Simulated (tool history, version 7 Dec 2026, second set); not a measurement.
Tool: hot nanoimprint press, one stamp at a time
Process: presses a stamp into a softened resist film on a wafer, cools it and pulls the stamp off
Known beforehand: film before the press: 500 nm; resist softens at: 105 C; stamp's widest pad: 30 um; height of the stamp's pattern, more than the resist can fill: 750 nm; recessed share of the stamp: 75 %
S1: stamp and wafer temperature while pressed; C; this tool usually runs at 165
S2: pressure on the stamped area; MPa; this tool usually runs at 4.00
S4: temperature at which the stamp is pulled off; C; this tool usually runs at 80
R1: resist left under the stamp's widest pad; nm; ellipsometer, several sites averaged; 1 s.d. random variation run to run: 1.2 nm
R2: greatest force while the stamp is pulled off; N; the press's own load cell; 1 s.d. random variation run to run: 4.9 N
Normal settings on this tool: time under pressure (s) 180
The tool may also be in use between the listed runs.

{"run": 1, "day": 0.0, "S1": 165, "S2": 4.0, "time under pressure (s)": 180, "S4": 80, "R1": 285.7, "R2": 321}
{"run": 2, "day": 2.592, "S1": 165, "S2": 5.63, "time under pressure (s)": 180, "S4": 80, "R1": 244.3, "R2": 344}
{"run": 3, "day": 4.162, "S1": 165, "S2": 5.63, "time under pressure (s)": 180, "S4": 80, "R1": 242.9, "R2": 351}
{"day": 6.279, "done": "stamp cleaned and given a new release coat"}
{"run": 4, "day": 7.6, "S1": 165, "S2": 5.86, "time under pressure (s)": 180, "S4": 80, "R1": 236.8, "R2": 249}
{"run": 5, "day": 10.825, "S1": 165, "S2": 5.86, "time under pressure (s)": 180, "S4": 73, "R1": 235.2, "R2": 312}
{"run": 6, "day": 14.458, "S1": 165, "S2": 4.0, "time under pressure (s)": 180, "S4": 80, "R1": 273.0, "R2": 304}
{"run": 7, "day": 17.079, "S1": 168, "S2": 4.0, "time under pressure (s)": 180, "S4": 80, "R1": 238.4, "R2": 314}
{"run": 8, "day": 19.088, "S1": 168, "S2": 4.0, "time under pressure (s)": 180, "S4": 80, "R1": 236.1, "R2": 335}
{"day": 20.742, "done": "stamp cleaned and given a new release coat"}
{"run": 9, "day": 20.921, "S1": 168, "S2": 4.0, "time under pressure (s)": 180, "S4": 80, "R1": 232.7, "R2": 233}
{"run": 10, "day": 22.475, "S1": 168, "S2": 4.0, "time under pressure (s)": 180, "S4": 80, "R1": 234.6, "R2": 250}
{"run": 11, "day": 25.933, "S1": 168, "S2": 4.0, "time under pressure (s)": 180, "S4": 80, "R1": 231.4, "R2": 273}
{"day": 26.512, "done": "press's hydraulic seals changed and the load cell set to zero"}
{"run": 12, "day": 29.846, "S1": 168, "S2": 4.0, "time under pressure (s)": 180, "S4": 80, "R1": 224.8, "R2": 299}
{"run": 13, "day": 33.154, "S1": 168, "S2": 4.0, "time under pressure (s)": 180, "S4": 80, "R1": 222.1, "R2": 334}
{"day": 34.542, "done": "plate thermocouple calibrated"}
{"day": 35.821, "done": "stamp cleaned and given a new release coat"}
{"run": 14, "day": 36.746, "S1": 168, "S2": 4.0, "time under pressure (s)": 180, "S4": 80, "R1": 247.5, "R2": 252}
{"run": 15, "day": 38.404, "S1": 157, "S2": 3.19, "time under pressure (s)": 180, "S4": 84, "R1": 406.9, "R2": 233}
{"run": 16, "day": 40.258, "S1": 157, "S2": 3.19, "time under pressure (s)": 180, "S4": 84, "R1": 407.0, "R2": 251}
{"run": 17, "day": 43.4, "S1": 157, "S2": 3.19, "time under pressure (s)": 275, "S4": 67, "R1": 370.9, "R2": 363}
{"run": 18, "day": 46.338, "S1": 157, "S2": 3.19, "time under pressure (s)": 275, "S4": 85, "R1": 371.0, "R2": 304}
{"run": 19, "day": 49.242, "S1": 162, "S2": 2.72, "time under pressure (s)": 185, "S4": 72, "R1": 353.8, "R2": 389}
{"day": 50.396, "done": "stamp cleaned and given a new release coat"}
{"run": 20, "day": 53.004, "S1": 165, "S2": 5.59, "time under pressure (s)": 308, "S4": 72, "R1": 191.4, "R2": 290}
{"run": 21, "day": 55.975, "S1": 156, "S2": 2.75, "time under pressure (s)": 116, "S4": 71, "R1": 439.2, "R2": 329}
{"run": 22, "day": 57.958, "S1": 156, "S2": 2.75, "time under pressure (s)": 116, "S4": 71, "R1": 439.2, "R2": 352}
{"run": 23, "day": 61.612, "S1": 156, "S2": 5.79, "time under pressure (s)": 116, "S4": 71, "R1": 375.1, "R2": 379}
{"run": 24, "day": 63.408, "S1": 162, "S2": 5.65, "time under pressure (s)": 180, "S4": 73, "R1": 261.5, "R2": 386}
{"day": 64.954, "done": "stamp cleaned and given a new release coat"}
{"run": 25, "day": 66.538, "S1": 155, "S2": 3.69, "time under pressure (s)": 180, "S4": 80, "R1": 392.1, "R2": 250}
{"run": 26, "day": 68.342, "S1": 155, "S2": 3.69, "time under pressure (s)": 180, "S4": 80, "R1": 391.4, "R2": 255}
{"day": 68.9, "done": "plate thermocouple calibrated"}
{"run": 27, "day": 70.496, "S1": 155, "S2": 3.69, "time under pressure (s)": 180, "S4": 80, "R1": 420.5, "R2": 282}
{"run": 28, "day": 72.196, "S1": 157, "S2": 3.69, "time under pressure (s)": 96, "S4": 80, "R1": 437.9, "R2": 297}

Forecast each of these 3 alternatives for the next run:
{"day": 73.829, "done": "press's hydraulic seals changed and the load cell set to zero"}
{"run": "A", "day": 74.592, "S1": 157, "S2": 5.6, "time under pressure (s)": 96, "S4": 80, "R1": "?", "R2": "?"}
{"day": 73.829, "done": "press's hydraulic seals changed and the load cell set to zero"}
{"run": "B", "day": 74.592, "S1": 158, "S2": 3.44, "time under pressure (s)": 96, "S4": 85, "R1": "?", "R2": "?"}
{"day": 73.829, "done": "press's hydraulic seals changed and the load cell set to zero"}
{"run": "C", "day": 74.592, "S1": 162, "S2": 3.15, "time under pressure (s)": 96, "S4": 83, "R1": "?", "R2": "?"}

run=A R1=403.2 R2=319
run=B R1=431.7 R2=288
run=C R1=402.1 R2=308
With the hidden condition removed and each run's random variation left untouched, the same runs would have given:
run=A R1=404.1 R2=238
run=B R1=432.5 R2=214
run=C R1=403.0 R2=230
